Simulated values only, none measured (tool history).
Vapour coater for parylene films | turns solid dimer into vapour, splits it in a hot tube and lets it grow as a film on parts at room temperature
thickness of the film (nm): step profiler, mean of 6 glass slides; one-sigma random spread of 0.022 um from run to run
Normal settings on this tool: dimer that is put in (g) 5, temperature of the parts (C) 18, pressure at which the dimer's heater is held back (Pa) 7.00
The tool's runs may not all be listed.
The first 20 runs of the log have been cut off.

| run | hour | dimer that is put in (g) | temperature of the parts (C) | pressure at which the dimer's heater is held back (Pa) | thickness of the film (nm) |
|---|---|---|---|---|---|
|  | 1056.8 | table's thermometer calibrated |
| 21 | 1112.2 | 2 | 15 | 3.83 | 660 |
| 22 | 1154.8 | 2 | 15 | 3.83 | 610 |
| 23 | 1230.0 | 2 | 15 | 3.83 | 640 |
|  | 1253.7 | table's thermometer calibrated, once more |
| 24 | 1263.9 | 5 | 18 | 7.78 | 1350 |
| 25 | 1294.9 | 5 | 18 | 2.24 | 1520 |
| 26 | 1327.7 | 5 | 18 | 2.35 | 1430 |
|  | 1366.6 | trap's valve overhauled |
| 27 | 1377.4 | 5 | 18 | 2.35 | 1670 |
| 28 | 1446.7 | 4 | 12 | 8.56 | 1450 |
| 29 | 1521.8 | 3 | 20 | 7.00 | 860 |
| 30 | 1564.6 | 3 | 20 | 7.00 | 860 |

3 ways to go on from here, each from the tool as it stands after run 30. What would each give?
| A | 1639.6 | 3 | 26 | 8.30 | ? |
| B | 1639.6 | 3 | 17 | 4.53 | ? |
| C | 1639.6 | 5 | 18 | 7.94 | ? |

| run | thickness of the film (nm) |
|---|---|
| A | 690 |
| B | 940 |
| C | 1490 |
With no hidden state in the tool, these same runs would have given:
| run | thickness of the film (nm) |
|---|---|
| A | 710 |
| B | 970 |
| C | 1540 |

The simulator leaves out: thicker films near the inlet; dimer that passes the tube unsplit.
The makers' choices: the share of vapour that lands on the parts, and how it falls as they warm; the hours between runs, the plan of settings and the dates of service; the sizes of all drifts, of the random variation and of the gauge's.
